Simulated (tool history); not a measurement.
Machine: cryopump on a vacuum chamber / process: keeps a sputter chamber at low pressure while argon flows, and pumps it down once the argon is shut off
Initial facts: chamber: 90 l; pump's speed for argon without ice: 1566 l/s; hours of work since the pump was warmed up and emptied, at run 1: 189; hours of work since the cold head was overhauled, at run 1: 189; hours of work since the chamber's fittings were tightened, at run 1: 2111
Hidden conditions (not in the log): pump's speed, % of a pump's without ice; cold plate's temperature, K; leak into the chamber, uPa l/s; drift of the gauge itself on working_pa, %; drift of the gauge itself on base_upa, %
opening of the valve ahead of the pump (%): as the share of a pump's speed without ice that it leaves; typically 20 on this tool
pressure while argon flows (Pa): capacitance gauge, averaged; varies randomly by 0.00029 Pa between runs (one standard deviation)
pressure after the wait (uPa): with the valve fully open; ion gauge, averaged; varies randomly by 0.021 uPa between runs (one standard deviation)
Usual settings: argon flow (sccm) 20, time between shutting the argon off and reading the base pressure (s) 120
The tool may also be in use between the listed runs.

run   hour  argon flow (sccm)  time between shutting the argon off and reading the base pressure (s)  opening of the valve ahead of the pump (%)  hours of work since the pump was warmed up and emptied  hours of work since the cold head was overhauled  hours of work since the chamber's fittings were tightened  pressure while argon flows (Pa)  pressure after the wait (uPa)
  1    0.0                 20                                                                    120                                          20                                                     189                                               189                                                       2111                           0.1094                           1.39
  2   15.0                 20                                                                    120                                          20                                                     197                                               197                                                       2118                           0.1091                           1.40
  3   41.3                 23                                                                    120                                          20                                                     210                                               210                                                       2132                           0.1257                           1.43
  4   61.3                 23                                                                    120                                          20                                                     221                                               221                                                       2143                           0.1252                           1.37
  5   91.1                 23                                                                    120                                          20                                                     237                                               237                                                       2158                           0.1251                           1.39
  6  121.4                 32                                                                    120                                          20                                                     253                                               253                                                       2174                           0.1743                           1.39
  7  154.3                 32                                                                    120                                          20                                                     270                                               270                                                       2192                           0.1746                           1.40
  8  182.3                 32                                                                    120                                          20                                                     285                                               285                                                       2206                           0.1756                           1.42
  9  212.4                 16                                                                    293                                          28                                                     300                                               300                                                       2222                           0.0630                           1.25
 10  246.3                 16                                                                    293                                          26                                                     318                                               318                                                       2240                           0.0675                           1.30
 11  275.5                 18                                                                    163                                          22                                                     333                                               333                                                       2255                           0.0895                           1.37
 12  305.5                 17                                                                     50                                          21                                                     349                                               349                                                       2271                           0.0886                           1.86
 13  332.9                 13                                                                     50                                          21                                                     364                                               364                                                       2285                           0.0681                           1.87
 14  363.9                 13                                                                     50                                          21                                                     380                                               380                                                       2302                           0.0678                           1.88

What does the tool deliver on the next run?
 15  391.1                 14                                                                     98                                          21                                                     394                                               394                                                       2316                                ?                              ?

pressure while argon flows (Pa): 0.0737
pressure after the wait (uPa): 1.58
On a tool with no hidden condition, and with the same random variation, this run would have come out at pressure while argon flows (Pa) 0.0724, pressure after the wait (uPa) 0.56.

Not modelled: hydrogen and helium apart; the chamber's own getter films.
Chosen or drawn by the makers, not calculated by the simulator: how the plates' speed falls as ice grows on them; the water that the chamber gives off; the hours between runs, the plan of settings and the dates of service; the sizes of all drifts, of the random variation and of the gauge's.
